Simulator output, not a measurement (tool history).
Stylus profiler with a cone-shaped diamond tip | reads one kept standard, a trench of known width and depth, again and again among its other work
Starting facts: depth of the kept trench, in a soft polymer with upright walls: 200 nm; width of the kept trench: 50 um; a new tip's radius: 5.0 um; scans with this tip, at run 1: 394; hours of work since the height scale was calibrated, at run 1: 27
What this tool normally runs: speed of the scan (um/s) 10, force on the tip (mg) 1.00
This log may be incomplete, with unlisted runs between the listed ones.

| run | hour | speed of the scan (um/s) | force on the tip (mg) | scans with this tip | hours of work since the height scale was calibrated | depth of the trench (Å) | width of the trench's floor (nm) |
|---|---|---|---|---|---|---|---|
| 1 | 0.0 | 10 | 1.00 | 394 | 27 | 2007.8 | 47110 |
| 2 | 68.4 | 10 | 1.48 | 1042 | 72 | 2009.7 | 47100 |
| 3 | 163.5 | 10 | 1.48 | 1945 | 134 | 2009.9 | 47120 |
| 4 | 241.8 | 10 | 1.48 | 2686 | 185 | 2009.7 | 47120 |
| 5 | 338.6 | 10 | 1.48 | 3604 | 249 | 2009.8 | 47160 |
| 6 | 437.5 | 22 | 1.00 | 4542 | 313 | 2007.2 | 47070 |
| 7 | 506.3 | 10 | 0.81 | 5194 | 358 | 2006.6 | 47120 |
| 8 | 570.1 | 10 | 0.81 | 5799 | 400 | 2006.7 | 47120 |
| 9 | 627.0 | 10 | 0.81 | 6339 | 437 | 2006.6 | 47150 |
| 10 | 678.1 | 10 | 1.00 | 6823 | 471 | 2007.5 | 47150 |
| 11 | 761.1 | 10 | 1.00 | 7610 | 525 | 2007.8 | 47150 |
| 12 | 826.5 | 10 | 1.00 | 8230 | 568 | 2007.7 | 47140 |
| 13 | 910.4 | 10 | 0.38 | 9025 | 623 | 2004.0 | 47060 |
| 14 | 993.3 | 10 | 0.38 | 9811 | 677 | 2004.0 | 47040 |
| 15 | 1056.0 | 10 | 0.38 | 10406 | 718 | 2003.7 | 47070 |
| 16 | 1116.9 | 10 | 2.62 | 10984 | 758 | 2014.2 | 47080 |
| 17 | 1223.7 | 7 | 1.00 | 11996 | 828 | 2007.5 | 47140 |
| 18 | 1280.8 | 7 | 1.00 | 12538 | 865 | 2007.6 | 47140 |
| 19 | 1372.5 | 3 | 1.00 | 13407 | 925 | 2007.4 | 47160 |
| 20 | 1432.9 | 3 | 1.00 | 13980 | 964 | 2007.7 | 47180 |
| 21 | 1487.5 | 3 | 1.00 | 14497 | 1000 | 2007.8 | 47190 |
| 22 | 1567.8 | 3 | 1.00 | 15259 | 1053 | 2007.5 | 47180 |
| 23 | 1642.5 | 10 | 1.00 | 15966 | 1102 | 2007.7 | 47080 |
| 24 | 1712.8 | 39 | 2.47 | 16633 | 1148 | 2013.9 | 47040 |
| 25 | 1766.3 | 39 | 2.47 | 17140 | 1183 | 2014.1 | 47060 |
| 26 | 1849.2 | 13 | 2.01 | 17926 | 1237 | 2011.6 | 47160 |
|  | 1875.5 | height scale calibrated on a step standard |
| 27 | 1937.4 | 13 | 2.01 | 18758 | 41 | 2011.8 | 47100 |
| 28 | 2022.6 | 3 | 1.25 | 19566 | 96 | 2008.6 | 47180 |
| 29 | 2076.7 | 3 | 1.25 | 20078 | 132 | 2008.6 | 47160 |
| 30 | 2136.5 | 19 | 0.65 | 20645 | 171 | 2005.3 | 46970 |

Run 31 is up next; what results do you expect?
| 31 | 2203.7 | 19 | 0.65 | 21283 | 215 | ? | ? |

Run 31 came out at depth of the trench (Å) 2005.7, width of the trench's floor (nm) 46990.
Without the tool's hidden state the same run would have given depth of the trench (Å) 2005.7, width of the trench's floor (nm) 47010.
